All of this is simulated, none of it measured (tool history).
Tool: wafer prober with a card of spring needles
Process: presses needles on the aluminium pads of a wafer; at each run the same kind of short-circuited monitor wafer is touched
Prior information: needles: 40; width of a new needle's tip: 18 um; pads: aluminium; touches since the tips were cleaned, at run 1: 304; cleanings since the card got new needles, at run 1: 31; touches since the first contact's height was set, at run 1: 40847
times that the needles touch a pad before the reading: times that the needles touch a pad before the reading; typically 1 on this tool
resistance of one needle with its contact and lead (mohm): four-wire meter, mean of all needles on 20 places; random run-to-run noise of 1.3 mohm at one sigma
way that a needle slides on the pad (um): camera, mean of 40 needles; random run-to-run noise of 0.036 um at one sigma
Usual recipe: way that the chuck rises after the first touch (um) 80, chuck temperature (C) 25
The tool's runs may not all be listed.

run	hour	way that the chuck rises after the first touch (um)	chuck temperature (C)	times that the needles touch a pad before the reading	touches since the tips were cleaned	cleanings since the card got new needles	touches since the first contact's height was set	resistance of one needle with its contact and lead (mohm)	way that a needle slides on the pad (um)
1	0	80	25	1	304	31	40847	111	15.01
# hour 4.6: tips cleaned on abrasive film
# hour 9.6: tips cleaned on abrasive film
2	11.9	80	25	1	1564	33	48872	125	14.95
# hour 15.2: tips cleaned on abrasive film
# hour 20.5: tips cleaned on abrasive film
3	22.3	83	25	1	1253	35	55925	118	15.48
# hour 25.4: tips cleaned on abrasive film
# hour 30.7: tips cleaned on abrasive film
4	31.7	80	25	1	705	37	62221	112	14.87
# hour 36.3: tips cleaned on abrasive film
# hour 39.8: height of the first contact set anew
# hour 41.8: tips cleaned on abrasive film
5	45.5	80	25	1	2588	39	3853	131	15.22
# hour 46.8: tips cleaned on abrasive film
# hour 52.3: tips cleaned on abrasive film
6	54.2	80	25	1	1313	41	9697	122	15.16
# hour 57.2: tips cleaned on abrasive film
# hour 61.8: tips cleaned on abrasive film
# hour 67.4: tips cleaned on abrasive film
7	68.2	80	25	1	548	44	19096	115	15.09
# hour 72.6: tips cleaned on abrasive film
# hour 77.3: tips cleaned on abrasive film
8	77.3	80	25	1	0	46	25204	109	15.09
# hour 82.8: tips cleaned on abrasive film
# hour 87.9: tips cleaned on abrasive film
9	91.1	80	25	2	2194	48	34536	119	15.04
# hour 93: tips cleaned on abrasive film
# hour 98.3: tips cleaned on abrasive film
10	100.8	80	25	2	1696	50	41070	116	15
# hour 103.2: tips cleaned on abrasive film
# hour 107.8: tips cleaned on abrasive film
# hour 113: tips cleaned on abrasive film
11	113.9	80	25	1	609	53	49863	115	14.92
# hour 117.7: tips cleaned on abrasive film
# hour 122.6: tips cleaned on abrasive film
# hour 128.1: tips cleaned on abrasive film
12	129.7	80	25	1	1114	56	60538	120	14.87
# hour 133: tips cleaned on abrasive film
# hour 138.3: tips cleaned on abrasive film
# hour 140.5: height of the first contact set anew
# hour 143.6: tips cleaned on abrasive film
13	143.8	80	25	1	127	59	2206	106	15.23
# hour 149.1: tips cleaned on abrasive film
# hour 154.2: tips cleaned on abrasive film
14	157.4	80	25	1	2207	61	11428	128	15.15
# hour 159.4: tips cleaned on abrasive film
# hour 164.4: tips cleaned on abrasive film
# hour 170: tips cleaned on abrasive film
15	171.2	78	36	3	844	64	20735	111	14.75
# hour 175.3: tips cleaned on abrasive film
16	178.3	80	122	1	2059	65	25543	134	15.13
# hour 180.6: tips cleaned on abrasive film
# hour 185.2: tips cleaned on abrasive film
# hour 189.9: tips cleaned on abrasive film
17	193.2	80	122	1	2293	68	35556	135	15.03
# hour 195.6: tips cleaned on abrasive film
# hour 200.7: tips cleaned on abrasive film
18	201.4	80	94	2	493	70	41059	121	15
# hour 206.1: tips cleaned on abrasive film
# hour 211.3: tips cleaned on abrasive film
19	213.6	78	94	2	1613	72	49310	128	14.56
# hour 217: tips cleaned on abrasive film
# hour 222: tips cleaned on abrasive film
20	223.5	75	47	1	1037	74	55975	125	13.96
# hour 227.4: tips cleaned on abrasive film
# hour 232.5: tips cleaned on abrasive film
21	232.5	60	82	2	0	76	61984	119	11.09
# hour 237.6: tips cleaned on abrasive film
# hour 240.9: height of the first contact set anew
# hour 243.3: tips cleaned on abrasive film
22	247.5	60	82	2	2889	78	4448	141	11.42
# hour 248.7: tips cleaned on abrasive film
# hour 253.8: tips cleaned on abrasive film
# hour 259: tips cleaned on abrasive film
# hour 264.5: tips cleaned on abrasive film
23	264.5	71	30	1	0	82	15858	108	13.44
# hour 269.5: tips cleaned on abrasive film
# hour 274.5: tips cleaned on abrasive film
# hour 279.8: tips cleaned on abrasive film
24	281.1	94	96	2	872	85	27037	119	17.71
# hour 284.6: tips cleaned on abrasive film
# hour 290: tips cleaned on abrasive film
# hour 294.7: tips cleaned on abrasive film
25	297.3	73	43	1	1808	88	37993	134	13.67
# hour 299.6: tips cleaned on abrasive film
# hour 305.4: tips cleaned on abrasive film
26	308.4	70	108	1	2078	90	45465	149	13.06
# hour 310.8: tips cleaned on abrasive film
# hour 315.5: tips cleaned on abrasive film
27	319.1	80	108	3	2479	92	52662	123	14.98
# hour 320.3: tips cleaned on abrasive film
# hour 325.6: tips cleaned on abrasive film
28	328.1	78	97	1	1714	94	58762	137	14.54

3 options for the next run, each taken on its own from the tool as it stands now. Forecast them:
# hour 331.2: tips cleaned on abrasive film
# hour 336: tips cleaned on abrasive film
A	338.6	73	25	2	1823	96	65827	?	?
# hour 331.2: tips cleaned on abrasive film
# hour 336: tips cleaned on abrasive film
B	338.6	66	42	3	1823	96	65827	?	?
# hour 331.2: tips cleaned on abrasive film
# hour 336: tips cleaned on abrasive film
C	338.6	71	119	1	1823	96	65827	?	?

run	resistance of one needle with its contact and lead (mohm)	way that a needle slides on the pad (um)
A	127	13.52
B	122	12.2
C	145	13.13
Without the tool's hidden state the same runs would have given:
run	resistance of one needle with its contact and lead (mohm)	way that a needle slides on the pad (um)
A	108	13.9
B	108	12.57
C	117	13.5
